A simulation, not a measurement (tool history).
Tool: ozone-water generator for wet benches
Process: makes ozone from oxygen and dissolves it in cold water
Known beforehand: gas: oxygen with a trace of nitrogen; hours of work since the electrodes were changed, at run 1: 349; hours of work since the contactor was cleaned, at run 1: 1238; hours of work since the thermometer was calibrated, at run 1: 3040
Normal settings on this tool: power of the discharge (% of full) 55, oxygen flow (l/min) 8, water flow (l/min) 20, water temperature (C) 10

run,hour,power of the discharge (% of full),oxygen flow (l/min),water flow (l/min),water temperature (C),hours of work since the electrodes were changed,hours of work since the contactor was cleaned,hours of work since the thermometer was calibrated,dissolved ozone (ppm),ozone in the gas ahead of the water (g/m3)
1,0,55,8,20,10,349,1238,3040,22.6,131.8
2,22.3,55,8,20,10,370,1260,3061,22.5,132.2
3,39,55,8,20,10,386,1276,3077,22.7,131.5
4,53.4,55,8,20,10,400,1289,3091,22.8,133.6
5,74,55,8,20,10,420,1309,3111,22.5,133.3
6,108.4,55,8,20,10,453,1342,3144,22.1,130.6
7,127.8,55,8,20,10,471,1361,3163,22.3,130.9
8,157,55,8,20,5,499,1389,3191,24.4,131.6
9,176.7,55,8,20,5,518,1408,3210,24.1,131.9
10,196,55,8,20,5,537,1426,3228,23.9,132.6
11,219,55,8,20,5,559,1448,3250,24.3,131.3
12,237.9,55,8,20,10,577,1467,3269,22.6,132.6
13,266,55,6.07,20,10,604,1494,3295,21.7,147.3
14,282.4,55,6.07,20,10,620,1509,3311,21.9,145.9
# hour 302.7: water thermometer calibrated
15,314.8,55,6.07,20,10,651,1540,12,21.8,146.8
16,331.7,55,6.07,20,10,667,1556,28,21.6,148.1
17,351.2,55,8,22,10,686,1575,47,21.3,131.8
18,369.9,55,5.75,20,6,704,1593,65,22.5,149.1
19,398.7,55,8,13,10,731,1621,92,28.5,131.9
20,426.2,59,8,20,10,758,1647,119,23.1,137.5
21,460.2,55,7.98,20,11,790,1680,151,21.8,131
22,483.5,55,5.28,17,7,813,1702,174,24.3,154.1
23,515.2,75,10.5,18,6,843,1733,204,31.8,142.9
24,539.5,75,6.66,13,6,866,1756,227,37,172.2
25,561.2,64,11.23,20,8,887,1777,248,25.9,125.5
26,594.9,64,11.23,20,8,920,1809,281,25.9,124.9
27,616.6,64,11.23,20,8,941,1830,302,26,123.8
28,642.8,64,11.23,20,8,966,1855,327,26,125.4
29,664.1,43,9.89,20,10,986,1876,347,19.3,103.8
30,689,43,9.89,20,10,1010,1900,371,19.1,102.2
31,715.7,43,5.32,15,16,1036,1925,397,19.8,132.5
32,739.6,43,5.32,15,16,1059,1948,420,19.9,131.9
33,761.1,43,5.32,15,16,1079,1969,440,19.7,130.7

Some steps in dissolved ozone (ppm) between neighbouring runs. How much of each would the tool show without its hidden state too (settings, what came in, random variation), and how much is left for the hidden state, with any gauge scatter that isn't in both results?
The tool's hidden condition here consists of: yield of the discharge, % of new electrodes'; contactor's efficiency, % of a clean one's; true water temperature over the reading, C; drift of the gauge itself on ozone_ppm, %; drift of the gauge itself on gas_g_m3, %.
Run 22 -> 23: power of the discharge (% of full) 55 -> 75, oxygen flow (l/min) 5.28 -> 10.5, water flow (l/min) 17 -> 18, water temperature (C) 7 -> 6. dissolved ozone (ppm) +7.5: hidden state -0.5, all else +8.
Run 24 -> 25: power of the discharge (% of full) 75 -> 64, oxygen flow (l/min) 6.66 -> 11.23, water flow (l/min) 13 -> 20, water temperature (C) 6 -> 8. dissolved ozone (ppm) -11.1: hidden state +0.4, all else -11.5.
Run 28 -> 29: power of the discharge (% of full) 64 -> 43, oxygen flow (l/min) 11.23 -> 9.89, water temperature (C) 8 -> 10. dissolved ozone (ppm) -6.7: hidden state +0.4, all else -7.1.
